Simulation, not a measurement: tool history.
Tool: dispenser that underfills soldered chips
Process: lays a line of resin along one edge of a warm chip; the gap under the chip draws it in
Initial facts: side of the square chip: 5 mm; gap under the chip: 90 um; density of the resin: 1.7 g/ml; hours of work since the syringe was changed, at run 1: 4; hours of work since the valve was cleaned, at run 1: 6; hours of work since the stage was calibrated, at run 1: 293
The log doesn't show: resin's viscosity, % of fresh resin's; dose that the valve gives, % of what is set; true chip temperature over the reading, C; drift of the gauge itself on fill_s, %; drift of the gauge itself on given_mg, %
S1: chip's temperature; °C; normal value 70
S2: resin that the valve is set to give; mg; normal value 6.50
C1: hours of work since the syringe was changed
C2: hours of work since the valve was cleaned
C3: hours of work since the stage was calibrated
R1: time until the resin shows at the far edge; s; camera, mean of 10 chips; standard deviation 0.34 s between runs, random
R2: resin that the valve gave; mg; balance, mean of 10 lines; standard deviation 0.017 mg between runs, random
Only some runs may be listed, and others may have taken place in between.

run   hour  S1    S2  C1  C2   C3    R1    R2
  1    0.0  70  6.50   4   6  293  20.4  6.47
       9.4  -- new syringe of resin
  2   12.0  70  6.50   2  14  301  17.9  6.46
  3   19.4  70  6.50   7  19  306  24.2  6.43
      24.8  -- new syringe of resin
  4   33.0  70  6.50   5  28  315  21.9  6.32
      40.2  -- new syringe of resin
  5   40.9  80  6.50   0  33  320  12.3  6.32
  6   46.5  80  6.50   4  37  323  14.6  6.30
      55.9  -- new syringe of resin
  7   58.8  80  6.50   2  45  331  12.8  6.25
      63.7  -- dispensing valve cleaned and set on the balance
  8   71.4  70  6.50  10   5  339  27.7  6.48
      72.7  -- new syringe of resin
  9   82.5  70  6.50   6  12  346  22.7  6.41
      88.0  -- new syringe of resin
 10   94.4  70  6.50   4  20  354  20.7  6.38
     103.9  -- new syringe of resin
 11  108.3  70  6.82   3  29  363  18.8  6.64
 12  117.6  70  6.94   9  35  369  26.7  6.71
     119.5  -- new syringe of resin
 13  127.1  70  6.50   5  41  375  22.2  6.25
     135.2  -- new syringe of resin
 14  135.2  70  6.50   0  46  380  15.5  6.22
     137.1  -- dispensing valve cleaned and set on the balance
 15  145.9  65  6.50   6   6  387  27.0  6.42
     151.8  -- new syringe of resin
 16  152.3  69  6.50   0  10  391  17.4  6.43
 17  160.8  69  6.50   6  15  397  23.2  6.43
     167.0  -- new syringe of resin
 18  174.1  59  5.67   5  24  405  31.2  5.55
     182.8  -- new syringe of resin
 19  185.9  75  7.55   2  32  413  14.9  7.34
 20  191.7  82  7.12   6  36  417  15.7  6.84
     198.3  -- new syringe of resin
 21  204.1  70  5.63   4  44  425  20.5  5.42
     210.4  -- dispensing valve cleaned and set on the balance
     214.9  -- new syringe of resin
 22  218.0  80  7.30   2   5  433  12.5  7.28
 23  226.4  65  7.70   8  10  439  29.7  7.65
     230.3  -- new syringe of resin
 24  232.6  69  7.77   2  14  443  18.0  7.68
 25  238.2  69  7.77   5  18  446  22.5  7.65
     245.4  -- new syringe of resin
 26  250.6  69  8.38   3  26  454  19.6  8.18
     261.4  -- new syringe of resin
 27  263.9  59  6.76   2  35  463  25.6  6.52
 28  271.6  56  5.75   7  40  468  39.5  5.53
     277.6  -- new syringe of resin
 29  280.5  70  6.81   2  46  474  17.8  6.53
     283.8  -- dispensing valve cleaned and set on the balance
 30  288.7  63  6.41   7   3  479  30.6  6.39
     294.3  -- new syringe of resin
 31  300.5  68  5.89   4  11  486  21.7  5.84
     304.3  -- stage's temperature calibrated
     310.9  -- new syringe of resin
 32  313.9  65  8.32   2  19    6  22.1  8.20
 33  322.4  65  8.32   8  25   12  30.2  8.14
     326.4  -- new syringe of resin
 34  336.0  84  7.23   6  33   21  15.0  7.01

Hidden state or all else? Some run-to-run changes of R1, split into what the settings, what came in and random variation would give without the hidden state, and what is left for the hidden state (with any gauge scatter that isn't in both results):
Run 7 -> 8: S1 80 -> 70, dispensing valve cleaned and set on the balance. R1 +14.9 s: hidden state +10.4, all else +4.5.
Run 18 -> 19: S1 59 -> 75, S2 5.67 -> 7.55, new syringe of resin. R1 -16.3 s: hidden state -5.6, all else -10.7.
Run 22 -> 23: S1 80 -> 65, S2 7.30 -> 7.70. R1 +17.2 s: hidden state +8.9, all else +8.3.
Run 27 -> 28: S1 59 -> 56, S2 6.76 -> 5.75. R1 +13.9 s: hidden state +10.7, all else +3.2.
Run 28 -> 29: S1 56 -> 70, S2 5.75 -> 6.81, new syringe of resin. R1 -21.7 s: hidden state -10.6, all else -11.1.
